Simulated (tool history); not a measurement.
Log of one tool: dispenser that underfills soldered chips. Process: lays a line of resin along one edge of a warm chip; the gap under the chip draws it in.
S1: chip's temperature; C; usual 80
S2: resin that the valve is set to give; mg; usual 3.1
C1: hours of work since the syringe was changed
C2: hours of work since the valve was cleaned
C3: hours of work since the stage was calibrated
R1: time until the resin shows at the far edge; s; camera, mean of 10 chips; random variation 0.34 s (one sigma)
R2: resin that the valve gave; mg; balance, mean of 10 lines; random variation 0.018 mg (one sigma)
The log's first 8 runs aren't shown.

| run | hour | S1 | S2 | C1 | C2 | C3 | R1 | R2 |
|---|---|---|---|---|---|---|---|---|
|  | 61.9 | new syringe of resin |
| 9 | 65.4 | 80 | 2.73 | 3 | 38 | 305 | 16.9 | 2.67 |
| 10 | 69.5 | 80 | 2.73 | 5 | 41 | 308 | 20.1 | 2.66 |
|  | 72.1 | new syringe of resin |
| 11 | 75.9 | 80 | 2.73 | 3 | 45 | 312 | 16.8 | 2.62 |
|  | 82 | new syringe of resin |
| 12 | 84.9 | 80 | 2.73 | 2 | 51 | 318 | 15.9 | 2.63 |
|  | 92 | new syringe of resin |
| 13 | 93.8 | 84 | 3.1 | 1 | 57 | 324 | 13.2 | 2.95 |
|  | 101.9 | new syringe of resin |
| 14 | 102.4 | 84 | 3.1 | 0 | 63 | 330 | 12.2 | 2.94 |
| 15 | 110.2 | 65 | 3.1 | 6 | 69 | 336 | 36.3 | 2.95 |
|  | 112.2 | new syringe of resin |
| 16 | 118.2 | 91 | 3.1 | 4 | 74 | 341 | 11.9 | 2.97 |
|  | 122.2 | new syringe of resin |
| 17 | 124.9 | 91 | 3.1 | 2 | 79 | 346 | 10.1 | 2.94 |
| 18 | 131.6 | 94 | 2.61 | 7 | 84 | 351 | 12.8 | 2.44 |
|  | 132.6 | new syringe of resin |
| 19 | 138.7 | 76 | 2.66 | 4 | 89 | 356 | 22.1 | 2.49 |
|  | 142.7 | new syringe of resin |
| 20 | 147.8 | 76 | 2.66 | 4 | 95 | 362 | 21.2 | 2.44 |
|  | 152.8 | new syringe of resin |
| 21 | 156.1 | 76 | 2.66 | 2 | 101 | 368 | 20.2 | 2.45 |
|  | 162.9 | new syringe of resin |
| 22 | 165.8 | 76 | 2.66 | 2 | 107 | 374 | 20 | 2.43 |
|  | 173 | new syringe of resin |
| 23 | 175.5 | 79 | 2.67 | 2 | 114 | 381 | 17.2 | 2.4 |
| 24 | 180.1 | 79 | 2.67 | 5 | 117 | 384 | 20.7 | 2.42 |
|  | 183.1 | new syringe of resin |
| 25 | 186 | 79 | 2.67 | 2 | 121 | 388 | 17.3 | 2.42 |
| 26 | 191.9 | 81 | 3.04 | 6 | 126 | 393 | 19.7 | 2.78 |
|  | 193.7 | new syringe of resin |
|  | 200.4 | dispensing valve cleaned and set on the balance |
| 27 | 202 | 80 | 3.35 | 5 | 1 | 399 | 18.1 | 3.34 |
|  | 205.1 | new syringe of resin |
| 28 | 210.3 | 80 | 3.35 | 4 | 7 | 405 | 16.2 | 3.31 |
|  | 215.5 | new syringe of resin |
| 29 | 216.3 | 80 | 3.18 | 1 | 11 | 409 | 13.5 | 3.2 |
| 30 | 220.3 | 70 | 3.01 | 3 | 14 | 412 | 24.8 | 2.97 |
|  | 225.4 | new syringe of resin |
| 31 | 225.4 | 70 | 3.01 | 0 | 17 | 415 | 20.3 | 2.99 |

Forecast each of these 4 alternatives for the next run:
|  | 235.7 | new syringe of resin |
| A | 235.7 | 89 | 2.86 | 0 | 24 | 422 | ? | ? |
|  | 235.7 | new syringe of resin |
| B | 235.7 | 65 | 3.54 | 0 | 24 | 422 | ? | ? |
|  | 235.7 | new syringe of resin |
| C | 235.7 | 70 | 2.75 | 0 | 24 | 422 | ? | ? |
|  | 235.7 | new syringe of resin |
| D | 235.7 | 88 | 3.1 | 0 | 24 | 422 | ? | ? |

| run | R1 | R2 |
|---|---|---|
| A | 9.9 | 2.8 |
| B | 23.6 | 3.45 |
| C | 21.2 | 2.67 |
| D | 9.5 | 3.05 |
Without the tool's hidden state the same runs would have given:
| run | R1 | R2 |
|---|---|---|
| A | 11 | 2.85 |
| B | 26.7 | 3.52 |
| C | 23.8 | 2.72 |
| D | 10.6 | 3.11 |
